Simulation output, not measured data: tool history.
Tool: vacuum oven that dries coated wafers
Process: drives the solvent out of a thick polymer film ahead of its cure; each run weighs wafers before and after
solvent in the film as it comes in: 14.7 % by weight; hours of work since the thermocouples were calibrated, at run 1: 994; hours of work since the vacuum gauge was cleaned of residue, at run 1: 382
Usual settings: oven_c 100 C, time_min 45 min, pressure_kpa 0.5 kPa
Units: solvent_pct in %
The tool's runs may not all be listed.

| run | hour | oven_c | time_min | pressure_kpa | hours of work since the thermocouples were calibrated | hours of work since the vacuum gauge was cleaned of residue | solvent_pct |
|---|---|---|---|---|---|---|---|
| 1 | 0 | 100 | 45 | 0.5 | 994 | 382 | 0.85 |
| 2 | 7.1 | 100 | 45 | 0.5 | 999 | 387 | 0.88 |
| 3 | 18.9 | 100 | 45 | 0.5 | 1007 | 395 | 0.8 |
| 4 | 32.4 | 100 | 45 | 0.5 | 1016 | 405 | 0.84 |
| 5 | 42.7 | 97 | 45 | 0.5 | 1024 | 412 | 1.15 |
| 6 | 55.5 | 97 | 45 | 0.5 | 1033 | 421 | 1.09 |
|  | 58.3 | oven's thermocouples calibrated |
| 7 | 63.9 | 100 | 45 | 0.5 | 4 | 426 | 0.81 |
| 8 | 75.1 | 100 | 45 | 0.5 | 12 | 434 | 0.76 |
| 9 | 87.3 | 100 | 45 | 0.5 | 20 | 442 | 0.78 |
|  | 98 | oven's thermocouples calibrated, once more |
| 10 | 98.7 | 100 | 45 | 0.5 | 0 | 449 | 1.09 |
| 11 | 108.4 | 100 | 45 | 0.288 | 7 | 456 | 0.94 |
| 12 | 121 | 95 | 65 | 0.5 | 16 | 464 | 0.82 |

Run 13 comes next. What will it give?
| 13 | 131.3 | 108 | 41 | 1.782 | 23 | 472 | ? |

solvent_pct: 0.94 %
Without the tool's hidden state the same run would have given solvent_pct 0.88 %.
